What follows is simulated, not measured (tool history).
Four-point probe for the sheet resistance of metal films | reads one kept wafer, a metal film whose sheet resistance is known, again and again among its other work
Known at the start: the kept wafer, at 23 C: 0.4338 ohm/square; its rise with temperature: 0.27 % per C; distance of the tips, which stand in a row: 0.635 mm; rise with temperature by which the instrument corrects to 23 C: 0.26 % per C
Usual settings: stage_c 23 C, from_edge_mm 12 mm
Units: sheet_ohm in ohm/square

| run | hour | stage_c | from_edge_mm | sheet_ohm |
|---|---|---|---|---|
| 1 | 0 | 23 | 12 | 0.434381 |
| 2 | 57.7 | 23 | 12 | 0.434558 |
| 3 | 89.7 | 31 | 12 | 0.434657 |
| 4 | 134.1 | 25 | 12 | 0.434559 |
| 5 | 192.5 | 25 | 12 | 0.434364 |
| 6 | 245.2 | 25 | 22 | 0.433967 |
| 7 | 305.6 | 25 | 22 | 0.433964 |
| 8 | 343.1 | 30 | 12 | 0.434579 |
| 9 | 384.7 | 30 | 12 | 0.434597 |
| 10 | 430.4 | 30 | 12 | 0.43456 |
| 11 | 469.3 | 30 | 12 | 0.434726 |
| 12 | 500.3 | 23 | 12 | 0.434484 |
| 13 | 527 | 23 | 12 | 0.434406 |
| 14 | 578.3 | 23 | 12 | 0.434441 |
| 15 | 625.7 | 23 | 12 | 0.434343 |
| 16 | 669.8 | 23 | 12 | 0.434388 |
| 17 | 717 | 23 | 8 | 0.435237 |
| 18 | 780.7 | 23 | 42 | 0.433748 |
| 19 | 817.9 | 28 | 12 | 0.434576 |
| 20 | 861.8 | 23 | 12 | 0.434407 |
| 21 | 902.9 | 18 | 36 | 0.433857 |
| 22 | 951.5 | 28 | 12 | 0.434738 |
| 23 | 1007.1 | 21 | 25 | 0.433916 |
| 24 | 1037.8 | 21 | 25 | 0.434115 |
| 25 | 1097.1 | 31 | 49 | 0.433913 |
| 26 | 1127.8 | 23 | 24 | 0.433882 |
| 27 | 1185.5 | 25 | 25 | 0.433809 |
| 28 | 1223.1 | 26 | 20 | 0.434012 |
| 29 | 1255.5 | 26 | 20 | 0.434217 |
| 30 | 1287.2 | 32 | 20 | 0.434246 |
| 31 | 1349.7 | 26 | 3 | 0.44412 |
| 32 | 1409.1 | 26 | 3 | 0.444093 |
| 33 | 1435.1 | 28 | 64 | 0.433808 |
| 34 | 1497.1 | 23 | 34 | 0.433811 |
| 35 | 1547.2 | 29 | 18 | 0.434338 |
| 36 | 1596.2 | 33 | 9 | 0.435149 |
| 37 | 1642 | 34 | 15 | 0.434454 |
| 38 | 1690.1 | 34 | 3 | 0.444475 |
| 39 | 1733.8 | 19 | 5 | 0.437441 |

3 ways to go on from here, each from the tool as it stands after run 39. What would each give?
| A | 1772.4 | 23 | 18 | ? |
| B | 1772.4 | 23 | 9 | ? |
| C | 1772.4 | 20 | 22 | ? |

| run | sheet_ohm |
|---|---|
| A | 0.434116 |
| B | 0.434859 |
| C | 0.433966 |
Without the tool's hidden state the same runs would have given:
| run | sheet_ohm |
|---|---|
| A | 0.434144 |
| B | 0.434888 |
| C | 0.433994 |

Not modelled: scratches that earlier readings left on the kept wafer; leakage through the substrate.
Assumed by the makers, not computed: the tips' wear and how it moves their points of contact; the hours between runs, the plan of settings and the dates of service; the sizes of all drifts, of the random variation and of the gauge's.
